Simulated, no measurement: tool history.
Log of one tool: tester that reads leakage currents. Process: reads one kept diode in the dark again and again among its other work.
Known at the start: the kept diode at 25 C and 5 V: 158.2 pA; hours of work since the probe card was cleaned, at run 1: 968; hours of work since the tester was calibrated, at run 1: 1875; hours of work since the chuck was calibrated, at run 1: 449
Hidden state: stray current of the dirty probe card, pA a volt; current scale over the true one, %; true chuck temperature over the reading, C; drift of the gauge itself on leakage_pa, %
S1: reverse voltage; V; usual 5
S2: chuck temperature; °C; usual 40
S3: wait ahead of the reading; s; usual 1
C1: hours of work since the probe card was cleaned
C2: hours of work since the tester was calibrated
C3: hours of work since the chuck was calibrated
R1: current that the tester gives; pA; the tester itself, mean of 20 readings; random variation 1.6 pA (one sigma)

run 1 hour=0 | S1=5 S2=40 S3=1 | C1=968 C2=1875 C3=449 | R1=502.83
run 2 hour=46.9 | S1=5 S2=40 S3=0.44 | C1=990 C2=1896 C3=470 | R1=506.1
run 3 hour=92.2 | S1=5 S2=40 S3=0.52 | C1=1010 C2=1917 C3=490 | R1=504.97
run 4 hour=135.7 | S1=5 S2=40 S3=0.52 | C1=1030 C2=1937 C3=510 | R1=500.87
run 5 hour=176.6 | S1=5 S2=40 S3=1 | C1=1048 C2=1955 C3=529 | R1=501.09
run 6 hour=213.3 | S1=5 S2=40 S3=1 | C1=1065 C2=1972 C3=545 | R1=496.73
run 7 hour=251 | S1=6.69 S2=40 S3=1 | C1=1082 C2=1989 C3=562 | R1=549.27
run 8 hour=302.3 | S1=6.69 S2=23 S3=1 | C1=1105 C2=2012 C3=586 | R1=138.59
run 9 hour=330.6 | S1=6.69 S2=23 S3=1 | C1=1118 C2=2025 C3=599 | R1=138.35
run 10 hour=355.3 | S1=6.69 S2=23 S3=1 | C1=1130 C2=2036 C3=610 | R1=139.29
run 11 hour=396.6 | S1=4.69 S2=40 S3=1 | C1=1148 C2=2055 C3=628 | R1=488.5
run 12 hour=424.3 | S1=4.69 S2=40 S3=1 | C1=1161 C2=2067 C3=641 | R1=485.25
run 13 hour=453.7 | S1=4.69 S2=40 S3=1 | C1=1174 C2=2081 C3=654 | R1=487.14
run 14 hour=495.8 | S1=4.69 S2=40 S3=1 | C1=1193 C2=2100 C3=673 | R1=483.63
run 15 hour=551.2 | S1=1.37 S2=40 S3=1 | C1=1218 C2=2125 C3=699 | R1=327.84
run 16 hour=581.8 | S1=1.37 S2=40 S3=1 | C1=1232 C2=2139 C3=712 | R1=327.33
run 17 hour=606.3 | S1=5 S2=40 S3=4.07 | C1=1243 C2=2150 C3=724 | R1=490.85
run 18 hour=634.3 | S1=5 S2=40 S3=4.07 | C1=1256 C2=2163 C3=736 | R1=488.25
run 19 hour=679.6 | S1=5 S2=40 S3=4.07 | C1=1277 C2=2183 C3=757 | R1=489.35
run 20 hour=713.1 | S1=5 S2=40 S3=4.07 | C1=1292 C2=2198 C3=772 | R1=484.27
run 21 hour=747.2 | S1=5 S2=40 S3=4.07 | C1=1307 C2=2214 C3=787 | R1=486.69
run 22 hour=779.6 | S1=5 S2=27 S3=2.83 | C1=1322 C2=2229 C3=802 | R1=171.88
run 23 hour=811.9 | S1=5 S2=25 S3=1 | C1=1337 C2=2243 C3=817 | R1=146.15
run 24 hour=844.1 | S1=5 S2=33 S3=1 | C1=1351 C2=2258 C3=831 | R1=280.72
run 25 hour=880.6 | S1=17.07 S2=31 S3=0.93 | C1=1368 C2=2274 C3=848 | R1=356.17
run 26 hour=920.8 | S1=5.13 S2=33 S3=7.54 | C1=1386 C2=2293 C3=866 | R1=281.87
run 27 hour=950.3 | S1=5 S2=41 S3=3.11 | C1=1399 C2=2306 C3=880 | R1=522.28
-- hour=995.7 tester calibrated
run 28 hour=1006.5 | S1=5.38 S2=40 S3=1.19 | C1=1424 C2=5 C3=904 | R1=486.75
run 29 hour=1058.1 | S1=5 S2=20 S3=1 | C1=1447 C2=28 C3=928 | R1=93.18
-- hour=1097.6 tester calibrated, once more
run 30 hour=1109.8 | S1=2.96 S2=40 S3=7.92 | C1=1470 C2=6 C3=950 | R1=415.62
run 31 hour=1132.6 | S1=5 S2=40 S3=2.91 | C1=1480 C2=16 C3=960 | R1=492.5
run 32 hour=1175.4 | S1=17.52 S2=40 S3=1.01 | C1=1500 C2=35 C3=980 | R1=735.38
run 33 hour=1230.2 | S1=4 S2=20 S3=0.91 | C1=1524 C2=60 C3=1005 | R1=89.81
run 34 hour=1260.5 | S1=8.83 S2=59 S3=1.03 | C1=1538 C2=74 C3=1018 | R1=2357.08
run 35 hour=1303.6 | S1=6.73 S2=21 S3=0.35 | C1=1558 C2=93 C3=1038 | R1=117.48
run 36 hour=1345.1 | S1=5 S2=55 S3=1 | C1=1577 C2=112 C3=1057 | R1=1476.93
run 37 hour=1399.9 | S1=5 S2=40 S3=4.83 | C1=1601 C2=137 C3=1082 | R1=484.66
run 38 hour=1430.5 | S1=7.11 S2=36 S3=0.31 | C1=1615 C2=151 C3=1096 | R1=397.99
run 39 hour=1470.9 | S1=7.11 S2=36 S3=0.31 | C1=1634 C2=169 C3=1114 | R1=398.72
run 40 hour=1511.9 | S1=5 S2=40 S3=0.46 | C1=1652 C2=188 C3=1132 | R1=484.95

How the hidden state differs across the entries between the runs, from the last listed run before each to the first after it:
Between runs 27 and 28: tester calibrated (hour 995.7)
  stray current of the dirty probe card, pA a volt: 0.714 -> 0.726; current scale over the true one, %: -2.8 -> -4.07; true chuck temperature over the reading, C: -1.02 -> -1.05
  measured less the result without the state, R1: -55.13 -> -59.38 pA
Between runs 29 and 30: tester calibrated, once more (hour 1097.6)
  stray current of the dirty probe card, pA a volt: 0.738 -> 0.749; current scale over the true one, %: -4.09 -> -0.16; true chuck temperature over the reading, C: -1.08 -> -1.1
  measured less the result without the state, R1: -9.68 -> -35.51 pA
